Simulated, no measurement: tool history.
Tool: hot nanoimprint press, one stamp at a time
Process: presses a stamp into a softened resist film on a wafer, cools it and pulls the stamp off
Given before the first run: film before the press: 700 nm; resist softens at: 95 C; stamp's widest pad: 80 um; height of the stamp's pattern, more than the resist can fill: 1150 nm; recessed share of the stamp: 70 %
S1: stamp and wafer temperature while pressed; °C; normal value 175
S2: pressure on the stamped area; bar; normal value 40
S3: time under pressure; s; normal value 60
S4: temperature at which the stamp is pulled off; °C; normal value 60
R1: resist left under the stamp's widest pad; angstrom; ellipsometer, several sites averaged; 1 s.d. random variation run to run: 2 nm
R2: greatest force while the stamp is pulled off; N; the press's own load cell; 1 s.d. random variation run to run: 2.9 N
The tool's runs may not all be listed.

run   hour   S1    S2  S3  S4    R1   R2
  1      0  175    40  60  60  3951  134
  2   40.7  175    40  60  60  3944  135
  3   93.6  175    40  60  60  3988  136
       104  -- plate thermocouple calibrated
  4  125.5  175    40  60  60  3946  137
  5  155.5  177    40  60  60  3776  133
  6  204.8  177    40  60  60  3829  133
  7    238  177    40  60  60  3757  139
  8    285  177    40  60  60  3808  140
  9  324.5  177    40  60  60  3763  138
 10  347.1  177    40  60  60  3777  135
 11  400.1  175  49.8  63  60  3535  135
 12  438.4  175  49.8  63  60  3524  141
 13  471.9  169  40.8  60  60  4495  137

The next listed run, before its measurement:
     488.5  -- press's hydraulic seals changed and the load cell set to zero
 14  512.3  169  40.8  60  60   ?   ?

{"run 14": {"R1": 4465, "R2": 139}}
Had the tool carried no hidden state, the very same run would have given R1 4463 angstrom, R2 138 N.

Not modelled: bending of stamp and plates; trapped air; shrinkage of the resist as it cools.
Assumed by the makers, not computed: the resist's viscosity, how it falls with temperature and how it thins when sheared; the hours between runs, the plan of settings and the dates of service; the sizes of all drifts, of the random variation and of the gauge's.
